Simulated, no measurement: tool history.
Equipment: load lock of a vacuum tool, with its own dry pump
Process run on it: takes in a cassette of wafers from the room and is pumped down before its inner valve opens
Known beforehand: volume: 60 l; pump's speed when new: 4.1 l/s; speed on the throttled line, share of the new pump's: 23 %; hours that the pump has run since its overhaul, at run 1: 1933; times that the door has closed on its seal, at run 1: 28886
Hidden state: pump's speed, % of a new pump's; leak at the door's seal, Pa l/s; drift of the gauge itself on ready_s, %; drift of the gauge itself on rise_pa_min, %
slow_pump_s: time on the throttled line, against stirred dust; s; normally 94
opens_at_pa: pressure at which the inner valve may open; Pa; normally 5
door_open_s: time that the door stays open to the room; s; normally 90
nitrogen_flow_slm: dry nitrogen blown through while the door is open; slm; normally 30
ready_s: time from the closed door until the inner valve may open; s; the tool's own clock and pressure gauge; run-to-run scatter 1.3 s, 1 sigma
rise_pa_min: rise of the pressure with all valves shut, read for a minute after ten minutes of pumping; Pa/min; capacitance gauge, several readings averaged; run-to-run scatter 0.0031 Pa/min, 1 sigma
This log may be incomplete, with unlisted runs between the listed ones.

run      day  slow_pump_s  opens_at_pa  door_open_s  nitrogen_flow_slm  hours that the pump has run since its overhaul  times that the door has closed on its seal  incoming humidity of the room's air, %  ready_s  rise_pa_min
  1        0           94            5           90                 30                                            1933                                       28886                                    46.7    221.1        0.166
  2   21.162           94            5           90                 30                                            2441                                       30904                                    44.9    220.4        0.179
  3     37.8           94            5           90                 30                                            2840                                       32490                                    48.4    222.4        0.193
      50.796  -- door's seal changed, seat wiped
  4   61.092           63            5           90                 30                                            3397                                         982                                    42.7      199        0.054
  5   79.367           63            5           90                 30                                            3836                                        2725                                    43.9      198        0.053
  6   96.121           94            5           90                  8                                            4238                                        4322                                    45.8    222.2        0.078
  7  115.375           94            5           90                  8                                            4700                                        6158                                    47.8    225.2        0.094
  8  137.392           94            5           90                  8                                            5229                                        8258                                    43.3      227        0.089
  9  150.233           94            5           90                 30                                            5537                                        9483                                    42.7    227.8        0.069
 10  171.467           94            5           90                 30                                            6046                                       11507                                      43    228.8        0.073
 11    186.7           94            5           90                 30                                            6412                                       12960                                    46.6    231.4        0.082
 12  198.121           94            5           25                  7                                            6686                                       14049                                    43.8    229.8        0.065
 13  214.004          116            6           25                  7                                            7067                                       15564                                    42.6    245.3        0.071
 14   228.45           47            8          198                  5                                            7414                                       16941                                      44    189.3        0.175
 15  240.525           94            4          148                 30                                            7704                                       18093                                      46    233.7         0.12
 16  259.138           94            4          148                 30                                            8151                                       19868                                    47.9      238        0.123
 17  275.183           94            4          148                 30                                            8536                                       21398                                    40.3    239.4         0.12
 18  294.938           94            4          148                 30                                            9010                                       23282                                    48.8      236         0.15
 19  318.071           94            4          148                 30                                            9565                                       25488                                    47.8    239.8        0.158
 20   329.45           94            4          109                 16                                            9838                                       26573                                      44    240.9        0.157
 21  354.125           47            5           90                 30                                           10430                                       28926                                      47    201.8        0.155
 22  367.458           94            5           77                 30                                           10750                                       30197                                    45.4    237.6        0.155

How the hidden state differs across the entries between the runs, from the last listed run before each to the first after it:
After run 3, before run 4: door's seal changed, seat wiped (day 50.796)
  pump's speed, % of a new pump's: 97.7 -> 97; leak at the door's seal, Pa l/s: 0.1377 -> 0.0033
  the result without the hidden state subtracted from the measured one, ready_s: +2.9 -> +4.1 s; rise_pa_min: +0.135 -> +0.002 Pa/min
